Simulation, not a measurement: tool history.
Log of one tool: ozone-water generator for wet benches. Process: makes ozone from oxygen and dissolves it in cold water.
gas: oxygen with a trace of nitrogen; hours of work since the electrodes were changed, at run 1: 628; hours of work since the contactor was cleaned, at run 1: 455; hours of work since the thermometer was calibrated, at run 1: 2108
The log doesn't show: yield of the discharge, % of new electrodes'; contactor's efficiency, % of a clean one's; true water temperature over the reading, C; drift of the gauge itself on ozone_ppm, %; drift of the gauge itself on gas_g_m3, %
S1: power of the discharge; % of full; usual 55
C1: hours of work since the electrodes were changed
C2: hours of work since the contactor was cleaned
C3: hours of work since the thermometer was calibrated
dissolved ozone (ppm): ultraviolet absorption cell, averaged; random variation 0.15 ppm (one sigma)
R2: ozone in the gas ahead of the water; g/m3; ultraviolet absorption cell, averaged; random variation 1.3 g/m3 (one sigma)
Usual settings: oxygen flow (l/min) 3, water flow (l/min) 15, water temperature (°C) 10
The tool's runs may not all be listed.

{"run": 1, "hour": 0.0, "S1": 55, "oxygen flow (l/min)": 3, "water flow (l/min)": 15, "water temperature (°C)": 10, "C1": 628, "C2": 455, "C3": 2108, "dissolved ozone (ppm)": 17.8, "R2": 227.5}
{"run": 2, "hour": 41.8, "S1": 55, "oxygen flow (l/min)": 3, "water flow (l/min)": 15, "water temperature (°C)": 10, "C1": 659, "C2": 486, "C3": 2139, "dissolved ozone (ppm)": 17.8, "R2": 225}
{"run": 3, "hour": 72.4, "S1": 55, "oxygen flow (l/min)": 3, "water flow (l/min)": 15, "water temperature (°C)": 10, "C1": 682, "C2": 509, "C3": 2161, "dissolved ozone (ppm)": 17.8, "R2": 226.2}
{"run": 4, "hour": 99.3, "S1": 55, "oxygen flow (l/min)": 3, "water flow (l/min)": 15, "water temperature (°C)": 10, "C1": 701, "C2": 528, "C3": 2181, "dissolved ozone (ppm)": 17.6, "R2": 226.5}
{"run": 5, "hour": 131.8, "S1": 55, "oxygen flow (l/min)": 3, "water flow (l/min)": 15, "water temperature (°C)": 10, "C1": 725, "C2": 552, "C3": 2205, "dissolved ozone (ppm)": 17.9, "R2": 226.7}
{"run": 6, "hour": 152.7, "S1": 55, "oxygen flow (l/min)": 1.99, "water flow (l/min)": 15, "water temperature (°C)": 10, "C1": 741, "C2": 568, "C3": 2220, "dissolved ozone (ppm)": 16.2, "R2": 273.9}
{"run": 7, "hour": 192.8, "S1": 55, "oxygen flow (l/min)": 1.99, "water flow (l/min)": 15, "water temperature (°C)": 5, "C1": 770, "C2": 597, "C3": 2250, "dissolved ozone (ppm)": 16.7, "R2": 272.8}
{"run": 8, "hour": 222.6, "S1": 55, "oxygen flow (l/min)": 3, "water flow (l/min)": 15, "water temperature (°C)": 10, "C1": 792, "C2": 619, "C3": 2272, "dissolved ozone (ppm)": 18, "R2": 227.7}
{"run": 9, "hour": 243.5, "S1": 55, "oxygen flow (l/min)": 3, "water flow (l/min)": 15, "water temperature (°C)": 10, "C1": 807, "C2": 634, "C3": 2287, "dissolved ozone (ppm)": 17.7, "R2": 226}
{"run": 10, "hour": 272.1, "S1": 55, "oxygen flow (l/min)": 3, "water flow (l/min)": 15, "water temperature (°C)": 10, "C1": 828, "C2": 655, "C3": 2308, "dissolved ozone (ppm)": 17.7, "R2": 226.3}
{"run": 11, "hour": 300.5, "S1": 55, "oxygen flow (l/min)": 2.73, "water flow (l/min)": 15, "water temperature (°C)": 10, "C1": 849, "C2": 676, "C3": 2329, "dissolved ozone (ppm)": 17.3, "R2": 235.3}
{"run": 12, "hour": 320.8, "S1": 55, "oxygen flow (l/min)": 2.73, "water flow (l/min)": 15, "water temperature (°C)": 10, "C1": 864, "C2": 691, "C3": 2344, "dissolved ozone (ppm)": 17, "R2": 234.7}
{"run": 13, "hour": 338.5, "S1": 55, "oxygen flow (l/min)": 2.73, "water flow (l/min)": 15, "water temperature (°C)": 10, "C1": 877, "C2": 704, "C3": 2357, "dissolved ozone (ppm)": 17.3, "R2": 236.3}
{"run": 14, "hour": 368.7, "S1": 55, "oxygen flow (l/min)": 2.73, "water flow (l/min)": 15, "water temperature (°C)": 10, "C1": 899, "C2": 726, "C3": 2379, "dissolved ozone (ppm)": 17.6, "R2": 236.7}
{"run": 15, "hour": 397.6, "S1": 92, "oxygen flow (l/min)": 2.73, "water flow (l/min)": 15, "water temperature (°C)": 10, "C1": 921, "C2": 748, "C3": 2400, "dissolved ozone (ppm)": 24.2, "R2": 327.9}
{"run": 16, "hour": 417.5, "S1": 92, "oxygen flow (l/min)": 2.73, "water flow (l/min)": 15, "water temperature (°C)": 10, "C1": 935, "C2": 762, "C3": 2415, "dissolved ozone (ppm)": 23.6, "R2": 329.4}
{"run": 17, "hour": 453.9, "S1": 92, "oxygen flow (l/min)": 2.73, "water flow (l/min)": 15, "water temperature (°C)": 10, "C1": 962, "C2": 789, "C3": 2442, "dissolved ozone (ppm)": 23.8, "R2": 325.9}
{"run": 18, "hour": 488.4, "S1": 92, "oxygen flow (l/min)": 2.73, "water flow (l/min)": 15, "water temperature (°C)": 10, "C1": 988, "C2": 814, "C3": 2467, "dissolved ozone (ppm)": 23.8, "R2": 326.7}
{"run": 19, "hour": 514.7, "S1": 55, "oxygen flow (l/min)": 3.22, "water flow (l/min)": 15, "water temperature (°C)": 10, "C1": 1007, "C2": 834, "C3": 2486, "dissolved ozone (ppm)": 17.7, "R2": 218.7}
{"run": 20, "hour": 535.6, "S1": 55, "oxygen flow (l/min)": 3.22, "water flow (l/min)": 15, "water temperature (°C)": 10, "C1": 1022, "C2": 849, "C3": 2502, "dissolved ozone (ppm)": 17.9, "R2": 220.1}
{"run": 21, "hour": 568.4, "S1": 70, "oxygen flow (l/min)": 3, "water flow (l/min)": 10, "water temperature (°C)": 10, "C1": 1046, "C2": 873, "C3": 2526, "dissolved ozone (ppm)": 31.5, "R2": 263.1}
{"run": 22, "hour": 600.4, "S1": 70, "oxygen flow (l/min)": 3, "water flow (l/min)": 10, "water temperature (°C)": 10, "C1": 1070, "C2": 897, "C3": 2549, "dissolved ozone (ppm)": 31.7, "R2": 263.6}
{"run": 23, "hour": 643.5, "S1": 75, "oxygen flow (l/min)": 3.77, "water flow (l/min)": 14, "water temperature (°C)": 10, "C1": 1102, "C2": 928, "C3": 2581, "dissolved ozone (ppm)": 24.3, "R2": 246.5}
{"run": 24, "hour": 671.1, "S1": 65, "oxygen flow (l/min)": 3.05, "water flow (l/min)": 15, "water temperature (°C)": 9, "C1": 1122, "C2": 949, "C3": 2601, "dissolved ozone (ppm)": 19.9, "R2": 248}
{"run": 25, "hour": 689.4, "S1": 55, "oxygen flow (l/min)": 4.37, "water flow (l/min)": 15, "water temperature (°C)": 6, "C1": 1135, "C2": 962, "C3": 2615, "dissolved ozone (ppm)": 19.1, "R2": 189.3}
{"run": 26, "hour": 729.7, "S1": 55, "oxygen flow (l/min)": 3, "water flow (l/min)": 10, "water temperature (°C)": 10, "C1": 1165, "C2": 992, "C3": 2644, "dissolved ozone (ppm)": 26.9, "R2": 225.1}
{"run": 27, "hour": 747.7, "S1": 49, "oxygen flow (l/min)": 3, "water flow (l/min)": 15, "water temperature (°C)": 6, "C1": 1178, "C2": 1005, "C3": 2658, "dissolved ozone (ppm)": 16.7, "R2": 207.9}
{"run": 28, "hour": 767.6, "S1": 49, "oxygen flow (l/min)": 3, "water flow (l/min)": 15, "water temperature (°C)": 6, "C1": 1193, "C2": 1020, "C3": 2672, "dissolved ozone (ppm)": 16.9, "R2": 208.8}
{"run": 29, "hour": 803.1, "S1": 47, "oxygen flow (l/min)": 2.09, "water flow (l/min)": 9, "water temperature (°C)": 5, "C1": 1219, "C2": 1046, "C3": 2698, "dissolved ozone (ppm)": 27, "R2": 238.8}
{"run": 30, "hour": 821.3, "S1": 89, "oxygen flow (l/min)": 2.15, "water flow (l/min)": 19, "water temperature (°C)": 15, "C1": 1232, "C2": 1059, "C3": 2712, "dissolved ozone (ppm)": 15.3, "R2": 351.4}
{"run": 31, "hour": 854.5, "S1": 55, "oxygen flow (l/min)": 3, "water flow (l/min)": 20, "water temperature (°C)": 14, "C1": 1257, "C2": 1083, "C3": 2736, "dissolved ozone (ppm)": 11.6, "R2": 221.7}
{"run": 32, "hour": 872.3, "S1": 97, "oxygen flow (l/min)": 3, "water flow (l/min)": 15, "water temperature (°C)": 10, "C1": 1270, "C2": 1097, "C3": 2749, "dissolved ozone (ppm)": 25, "R2": 318.3}

3 ways to go on from here, each from the tool as it stands after run 32. What would each give?
{"run": "A", "hour": 893.5, "S1": 84, "oxygen flow (l/min)": 3, "water flow (l/min)": 15, "water temperature (°C)": 10, "C1": 1285, "C2": 1112, "C3": 2765, "dissolved ozone (ppm)": "?", "R2": "?"}
{"run": "B", "hour": 893.5, "S1": 40, "oxygen flow (l/min)": 3, "water flow (l/min)": 15, "water temperature (°C)": 10, "C1": 1285, "C2": 1112, "C3": 2765, "dissolved ozone (ppm)": "?", "R2": "?"}
{"run": "C", "hour": 893.5, "S1": 97, "oxygen flow (l/min)": 4.74, "water flow (l/min)": 12, "water temperature (°C)": 6, "C1": 1285, "C2": 1112, "C3": 2765, "dissolved ozone (ppm)": "?", "R2": "?"}

run=A dissolved_ozone_(ppm)=22.6 R2=292.1
run=B dissolved_ozone_(ppm)=14.2 R2=181.5
run=C dissolved_ozone_(ppm)=35 R2=262
Without the tool's hidden state the same runs would have given:
run=A dissolved_ozone_(ppm)=24.6 R2=308.4
run=B dissolved_ozone_(ppm)=15.1 R2=187.2
run=C dissolved_ozone_(ppm)=38.3 R2=277.6
